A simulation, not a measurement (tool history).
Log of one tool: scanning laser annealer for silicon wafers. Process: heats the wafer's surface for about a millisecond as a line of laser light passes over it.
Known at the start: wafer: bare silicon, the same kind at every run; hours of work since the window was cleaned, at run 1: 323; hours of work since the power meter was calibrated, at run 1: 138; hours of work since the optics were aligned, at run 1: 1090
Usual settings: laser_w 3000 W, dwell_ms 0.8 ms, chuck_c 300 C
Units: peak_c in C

| run | hour | laser_w | dwell_ms | chuck_c | hours of work since the window was cleaned | hours of work since the power meter was calibrated | hours of work since the optics were aligned | peak_c |
|---|---|---|---|---|---|---|---|---|
| 1 | 0 | 3000 | 0.8 | 300 | 323 | 138 | 1090 | 1016 |
| 2 | 8.2 | 3000 | 0.8 | 300 | 327 | 142 | 1094 | 1020 |
| 3 | 22.6 | 2680 | 0.8 | 300 | 334 | 149 | 1101 | 942 |
| 4 | 37.7 | 3149 | 0.8 | 300 | 341 | 156 | 1108 | 1053 |
| 5 | 53.4 | 3149 | 0.8 | 300 | 349 | 164 | 1115 | 1052 |
|  | 56.7 | window over the wafer cleaned |
| 6 | 65.4 | 3149 | 0.874 | 300 | 4 | 169 | 1120 | 1070 |
| 7 | 73 | 3000 | 0.87 | 300 | 8 | 172 | 1124 | 1032 |
| 8 | 84.3 | 3000 | 0.8 | 300 | 13 | 178 | 1129 | 1001 |
| 9 | 99.8 | 3000 | 0.8 | 264 | 21 | 185 | 1137 | 969 |
|  | 116.3 | window over the wafer cleaned, once more |
| 10 | 117.4 | 2647 | 0.8 | 321 | 1 | 193 | 1144 | 984 |
| 11 | 129.1 | 2647 | 0.8 | 321 | 6 | 198 | 1150 | 985 |
| 12 | 141.6 | 2725 | 0.8 | 300 | 12 | 204 | 1156 | 980 |
| 13 | 149.2 | 2676 | 0.812 | 329 | 16 | 208 | 1160 | 1003 |
| 14 | 160.6 | 3000 | 0.718 | 321 | 21 | 213 | 1165 | 1039 |
| 15 | 174.7 | 3280 | 0.743 | 322 | 28 | 220 | 1172 | 1120 |
| 16 | 186.1 | 2683 | 0.8 | 321 | 34 | 226 | 1177 | 992 |
| 17 | 196.5 | 2683 | 0.8 | 321 | 39 | 231 | 1183 | 994 |

5 ways to go on from here, each from the tool as it stands after run 17. What would each give?
| A | 208.5 | 2683 | 0.765 | 321 | 44 | 237 | 1188 | ? |
| B | 208.5 | 3228 | 0.8 | 314 | 44 | 237 | 1188 | ? |
| C | 208.5 | 3096 | 0.8 | 300 | 44 | 237 | 1188 | ? |
| D | 208.5 | 3097 | 0.8 | 321 | 44 | 237 | 1188 | ? |
| E | 208.5 | 3009 | 0.8 | 300 | 44 | 237 | 1188 | ? |

| run | peak_c |
|---|---|
| A | 981 |
| B | 1118 |
| C | 1074 |
| D | 1094 |
| E | 1051 |
Without the tool's hidden state the same runs would have given:
| run | peak_c |
|---|---|
| A | 996 |
| B | 1137 |
| C | 1092 |
| D | 1113 |
| E | 1069 |

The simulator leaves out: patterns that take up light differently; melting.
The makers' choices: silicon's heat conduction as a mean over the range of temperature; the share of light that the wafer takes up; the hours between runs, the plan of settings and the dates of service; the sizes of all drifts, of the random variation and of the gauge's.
